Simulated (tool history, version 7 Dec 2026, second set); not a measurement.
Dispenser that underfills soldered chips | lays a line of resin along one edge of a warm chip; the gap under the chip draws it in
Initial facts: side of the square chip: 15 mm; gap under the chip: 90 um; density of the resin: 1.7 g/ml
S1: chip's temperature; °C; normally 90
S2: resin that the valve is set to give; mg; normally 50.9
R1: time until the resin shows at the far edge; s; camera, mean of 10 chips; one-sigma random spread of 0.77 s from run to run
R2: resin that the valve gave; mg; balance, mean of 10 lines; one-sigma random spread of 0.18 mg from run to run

| run | hour | S1 | S2 | R1 | R2 |
|---|---|---|---|---|---|
| 1 | 0.0 | 90 | 50.9 | 88.7 | 49.70 |
| 2 | 5.3 | 90 | 50.9 | 114.6 | 49.72 |
| 3 | 10.4 | 90 | 51.0 | 149.5 | 49.05 |
|  | 12.0 | new syringe of resin |
| 4 | 14.9 | 90 | 51.0 | 79.6 | 49.32 |
| 5 | 20.4 | 90 | 57.7 | 101.7 | 55.90 |
| 6 | 26.2 | 90 | 55.8 | 138.9 | 53.63 |
|  | 28.6 | new syringe of resin |
| 7 | 29.3 | 90 | 55.8 | 71.7 | 53.64 |
| 8 | 32.4 | 86 | 50.9 | 99.1 | 49.02 |
| 9 | 38.1 | 86 | 50.9 | 129.5 | 48.84 |
| 10 | 41.2 | 86 | 48.0 | 153.8 | 46.06 |
| 11 | 44.2 | 86 | 48.0 | 179.4 | 45.91 |
|  | 45.4 | new syringe of resin |
| 12 | 47.5 | 86 | 48.0 | 90.2 | 45.61 |
| 13 | 50.5 | 86 | 48.0 | 105.8 | 45.88 |
| 14 | 55.1 | 92 | 48.0 | 106.1 | 45.71 |
| 15 | 58.3 | 92 | 48.0 | 126.1 | 45.50 |
|  | 61.9 | new syringe of resin |
| 16 | 62.3 | 92 | 48.0 | 67.6 | 45.56 |
| 17 | 64.7 | 102 | 50.9 | 50.8 | 48.17 |
| 18 | 67.3 | 102 | 50.9 | 58.6 | 48.40 |
| 19 | 71.8 | 90 | 50.9 | 117.3 | 48.14 |
| 20 | 75.5 | 90 | 50.9 | 143.1 | 48.02 |
|  | 78.2 | new syringe of resin |
| 21 | 78.3 | 90 | 50.9 | 71.2 | 48.04 |
| 22 | 81.2 | 79 | 50.9 | 129.9 | 47.96 |
| 23 | 84.7 | 97 | 44.4 | 77.5 | 41.70 |
| 24 | 90.2 | 88 | 50.7 | 140.9 | 47.44 |
|  | 92.7 | dispensing valve cleaned and set on the balance |
|  | 95.6 | new syringe of resin |
| 25 | 95.6 | 88 | 50.7 | 76.7 | 50.51 |
| 26 | 98.6 | 77 | 50.9 | 138.7 | 50.92 |
| 27 | 104.3 | 102 | 52.1 | 67.7 | 51.46 |
| 28 | 109.0 | 79 | 55.0 | 217.9 | 54.74 |
|  | 112.4 | new syringe of resin |
| 29 | 112.8 | 76 | 50.9 | 126.0 | 50.56 |
| 30 | 117.4 | 76 | 50.9 | 160.7 | 50.43 |
| 31 | 122.5 | 88 | 63.6 | 122.5 | 62.73 |
| 32 | 127.9 | 75 | 43.8 | 293.2 | 43.10 |
|  | 128.8 | new syringe of resin |
| 33 | 131.3 | 75 | 43.8 | 147.6 | 43.05 |
| 34 | 137.1 | 75 | 43.8 | 203.6 | 43.01 |
| 35 | 140.2 | 86 | 55.3 | 141.4 | 54.23 |
|  | 145.5 | new syringe of resin |
| 36 | 145.8 | 86 | 63.2 | 80.0 | 61.80 |
| 37 | 148.4 | 77 | 46.9 | 136.4 | 45.88 |

Below are 3 alternative next runs, each starting from the tool's condition after run 37. Predict each:
| A | 153.7 | 99 | 54.5 | ? | ? |
| B | 153.7 | 93 | 46.5 | ? | ? |
| C | 153.7 | 104 | 53.2 | ? | ? |

| run | R1 | R2 |
|---|---|---|
| A | 72.5 | 53.21 |
| B | 95.0 | 45.58 |
| C | 60.9 | 51.97 |
Take away the tool's hidden state, keep each run's random variation, and the runs would have read:
| run | R1 | R2 |
|---|---|---|
| A | 49.4 | 54.50 |
| B | 64.6 | 46.68 |
| C | 41.6 | 53.22 |

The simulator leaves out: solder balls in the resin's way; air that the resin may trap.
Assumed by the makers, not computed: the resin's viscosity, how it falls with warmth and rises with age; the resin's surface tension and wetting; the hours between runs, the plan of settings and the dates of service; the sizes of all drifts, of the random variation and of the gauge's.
